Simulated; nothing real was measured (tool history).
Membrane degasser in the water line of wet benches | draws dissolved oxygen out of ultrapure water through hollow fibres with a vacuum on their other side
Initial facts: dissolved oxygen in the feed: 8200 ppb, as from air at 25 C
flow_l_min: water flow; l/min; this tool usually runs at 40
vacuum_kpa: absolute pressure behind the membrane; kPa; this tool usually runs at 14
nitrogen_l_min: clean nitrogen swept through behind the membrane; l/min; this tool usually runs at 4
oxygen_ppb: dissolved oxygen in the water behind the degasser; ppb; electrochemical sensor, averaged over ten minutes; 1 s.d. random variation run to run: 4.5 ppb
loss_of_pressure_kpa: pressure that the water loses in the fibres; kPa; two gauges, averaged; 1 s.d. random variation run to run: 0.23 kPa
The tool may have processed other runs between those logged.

run	hour	flow_l_min	vacuum_kpa	nitrogen_l_min	oxygen_ppb	loss_of_pressure_kpa
1	0	40	14	4	480	61.9
2	167	44	14	4	571.5	68.01
3	336.9	52	14	4	761.7	80.33
4	506.6	52	14	4	745.1	80.55
5	675.1	52	14	4	754.9	80.52
# hour 754.3: vacuum gauge calibrated
6	867.5	52	14	4	749.8	80.49
7	1053.9	52	14	4	733.8	81.19
8	1210.5	38	14	4	446.5	59.3
9	1390	60	10.9	5.2	796.7	93.67
10	1568.2	60	10.9	5.2	816.7	94.33
11	1744.6	29	26.3	11.4	241.9	45.14
12	1901.9	29	26.3	11.4	246.1	45.57
13	1990.5	29	19	2.55	501.7	45.45
14	2205.9	29	19	2.55	491.4	45.35

Predict the results of run 15:
15	2353.9	26	22.1	2.96	?	?

{"run 15": {"oxygen_ppb": 444.9, "loss_of_pressure_kpa": 41.1}}
If the tool had no hidden condition, the same run with the same run-to-run variation would have returned oxygen_ppb 426 ppb, loss_of_pressure_kpa 38.82 kPa.
